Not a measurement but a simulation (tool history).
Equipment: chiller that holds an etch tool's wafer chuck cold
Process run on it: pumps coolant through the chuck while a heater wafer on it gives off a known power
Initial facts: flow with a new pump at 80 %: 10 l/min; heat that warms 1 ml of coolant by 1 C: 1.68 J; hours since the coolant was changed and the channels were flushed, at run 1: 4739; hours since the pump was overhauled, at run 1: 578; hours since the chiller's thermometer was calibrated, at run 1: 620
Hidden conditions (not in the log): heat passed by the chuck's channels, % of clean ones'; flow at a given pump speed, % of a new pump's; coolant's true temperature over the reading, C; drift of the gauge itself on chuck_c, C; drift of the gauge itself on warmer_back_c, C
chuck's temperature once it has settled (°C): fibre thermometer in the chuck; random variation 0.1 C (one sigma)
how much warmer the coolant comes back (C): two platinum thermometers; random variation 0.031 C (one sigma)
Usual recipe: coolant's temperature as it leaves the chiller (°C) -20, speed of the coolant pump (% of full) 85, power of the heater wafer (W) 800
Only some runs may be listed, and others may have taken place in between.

run   hour  coolant's temperature as it leaves the chiller (°C)  speed of the coolant pump (% of full)  power of the heater wafer (W)  hours since the coolant was changed and the channels were flushed  hours since the pump was overhauled  hours since the chiller's thermometer was calibrated  chuck's temperature once it has settled (°C)  how much warmer the coolant comes back (C)
  1    0.0                                                  -20                                     85                            800                                                               4739                                  578                                                   620                                         -10.6                                        2.65
  2   39.8                                                  -20                                     85                            445                                                               4779                                  618                                                   660                                         -14.9                                        1.52
  3   78.2                                                  -21                                     85                            800                                                               4817                                  656                                                   698                                         -11.6                                        2.68
  4  111.2                                                  -20                                     95                            800                                                               4850                                  689                                                   731                                         -11.6                                        2.43
  5  143.9                                                  -20                                     85                            800                                                               4883                                  722                                                   764                                         -10.6                                        2.70
  6  176.3                                                  -20                                     85                            800                                                               4915                                  754                                                   797                                         -10.7                                        2.71
  7  202.0                                                  -20                                     85                            800                                                               4941                                  780                                                   822                                         -10.6                                        2.65
  8  235.5                                                  -20                                     85                            800                                                               4974                                  813                                                   856                                         -10.8                                        2.71
  9  256.0                                                  -20                                     85                            800                                                               4995                                  834                                                   876                                         -10.5                                        2.67
 10  295.5                                                  -20                                     85                            800                                                               5034                                  873                                                   916                                         -10.5                                        2.66
 11  317.4                                                  -20                                     91                            800                                                               5056                                  895                                                   938                                         -11.1                                        2.52
 12  350.9                                                  -20                                     91                            800                                                               5090                                  929                                                   971                                         -11.1                                        2.51
 13  375.9                                                  -20                                     85                            800                                                               5115                                  954                                                   996                                         -10.7                                        2.70

What will run 14 give?
 14  396.3                                                  -15                                     85                            612                                                               5135                                  974                                                  1017                                             ?                                           ?

{"run 14": {"chuck's temperature once it has settled (°C)": -7.9, "how much warmer the coolant comes back (C)": 2.04}}
Were there no unlogged condition in the tool, this run, its random variation unchanged, would have produced chuck's temperature once it has settled (°C) -8.0, how much warmer the coolant comes back (C) 2.04.

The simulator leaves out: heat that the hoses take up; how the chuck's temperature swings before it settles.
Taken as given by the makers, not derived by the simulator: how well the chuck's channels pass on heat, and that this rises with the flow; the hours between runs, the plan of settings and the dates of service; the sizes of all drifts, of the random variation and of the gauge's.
